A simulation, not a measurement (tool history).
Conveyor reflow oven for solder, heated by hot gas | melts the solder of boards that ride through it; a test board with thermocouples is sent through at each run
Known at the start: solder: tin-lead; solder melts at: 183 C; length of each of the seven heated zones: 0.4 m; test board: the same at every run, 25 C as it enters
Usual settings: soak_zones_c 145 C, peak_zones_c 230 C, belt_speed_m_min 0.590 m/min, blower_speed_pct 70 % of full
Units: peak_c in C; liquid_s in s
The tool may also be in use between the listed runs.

{"run": 1, "day": 0.0, "soak_zones_c": 145, "peak_zones_c": 230, "belt_speed_m_min": 0.59, "blower_speed_pct": 70, "peak_c": 216.7, "liquid_s": 65.0}
{"run": 2, "day": 3.8, "soak_zones_c": 145, "peak_zones_c": 230, "belt_speed_m_min": 0.58, "blower_speed_pct": 70, "peak_c": 217.0, "liquid_s": 66.2}
{"run": 3, "day": 6.788, "soak_zones_c": 145, "peak_zones_c": 230, "belt_speed_m_min": 0.58, "blower_speed_pct": 70, "peak_c": 215.8, "liquid_s": 65.2}
{"run": 4, "day": 10.475, "soak_zones_c": 145, "peak_zones_c": 230, "belt_speed_m_min": 0.58, "blower_speed_pct": 70, "peak_c": 215.6, "liquid_s": 64.8}
{"run": 5, "day": 12.546, "soak_zones_c": 145, "peak_zones_c": 230, "belt_speed_m_min": 0.58, "blower_speed_pct": 70, "peak_c": 215.4, "liquid_s": 64.9}
{"run": 6, "day": 15.5, "soak_zones_c": 141, "peak_zones_c": 230, "belt_speed_m_min": 0.59, "blower_speed_pct": 70, "peak_c": 214.4, "liquid_s": 60.0}
{"run": 7, "day": 19.217, "soak_zones_c": 141, "peak_zones_c": 230, "belt_speed_m_min": 0.59, "blower_speed_pct": 70, "peak_c": 213.2, "liquid_s": 59.7}
{"run": 8, "day": 22.633, "soak_zones_c": 145, "peak_zones_c": 225, "belt_speed_m_min": 0.591, "blower_speed_pct": 70, "peak_c": 208.8, "liquid_s": 57.4}
{"run": 9, "day": 25.792, "soak_zones_c": 144, "peak_zones_c": 230, "belt_speed_m_min": 0.59, "blower_speed_pct": 70, "peak_c": 212.0, "liquid_s": 60.7}
{"run": 10, "day": 28.6, "soak_zones_c": 145, "peak_zones_c": 228, "belt_speed_m_min": 0.52, "blower_speed_pct": 70, "peak_c": 214.3, "liquid_s": 71.8}

4 ways to go on from here, each from the tool as it stands after run 10. What would each give?
{"run": "A", "day": 30.671, "soak_zones_c": 145, "peak_zones_c": 230, "belt_speed_m_min": 0.59, "blower_speed_pct": 84, "peak_c": "?", "liquid_s": "?"}
{"run": "B", "day": 30.671, "soak_zones_c": 147, "peak_zones_c": 230, "belt_speed_m_min": 0.508, "blower_speed_pct": 65, "peak_c": "?", "liquid_s": "?"}
{"run": "C", "day": 30.671, "soak_zones_c": 151, "peak_zones_c": 227, "belt_speed_m_min": 0.52, "blower_speed_pct": 70, "peak_c": "?", "liquid_s": "?"}
{"run": "D", "day": 30.671, "soak_zones_c": 145, "peak_zones_c": 222, "belt_speed_m_min": 0.59, "blower_speed_pct": 80, "peak_c": "?", "liquid_s": "?"}

run=A peak_c=215.0 liquid_s=63.8
run=B peak_c=215.5 liquid_s=75.2
run=C peak_c=213.6 liquid_s=74.3
run=D peak_c=207.3 liquid_s=56.2
Without the tool's hidden state the same runs would have given:
run=A peak_c=221.5 liquid_s=68.5
run=B peak_c=221.1 liquid_s=79.5
run=C peak_c=219.1 liquid_s=78.5
run=D peak_c=213.4 liquid_s=62.5
